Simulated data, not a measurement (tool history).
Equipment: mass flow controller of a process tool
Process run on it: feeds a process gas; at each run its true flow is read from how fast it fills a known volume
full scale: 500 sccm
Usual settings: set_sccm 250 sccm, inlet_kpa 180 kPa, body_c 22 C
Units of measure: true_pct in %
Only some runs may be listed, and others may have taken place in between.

run,hour,set_sccm,inlet_kpa,body_c,true_pct
1,0.0,250,180,22,98.91
2,334.9,250,180,22,98.87
3,591.0,250,180,22,98.94
4,793.2,250,180,29,98.58
5,1117.2,250,180,22,98.88
6,1314.3,250,180,22,98.80
7,1494.6,250,180,22,98.88
8,1667.4,250,180,29,98.49
9,1841.8,356,180,29,99.10
10,2039.9,250,159,22,98.81
11,2339.9,250,159,22,98.66
12,2666.5,250,180,33,98.24
# hour 2694.9: controller's zero set anew
13,2938.4,250,180,33,97.94
14,3235.1,250,180,33,97.92
15,3441.9,63,146,37,91.31
16,3726.1,150,171,40,95.93
# hour 4054.8: controller's zero set anew, once more
17,4054.8,478,213,34,100.48
18,4216.2,250,178,22,100.37

Expected results for the next run?
19,4417.9,250,178,22,?

Run 19 yielded true_pct 100.30 %.
With the hidden condition absent and the run-to-run variation left alone, this run would have shown true_pct 99.30 %.

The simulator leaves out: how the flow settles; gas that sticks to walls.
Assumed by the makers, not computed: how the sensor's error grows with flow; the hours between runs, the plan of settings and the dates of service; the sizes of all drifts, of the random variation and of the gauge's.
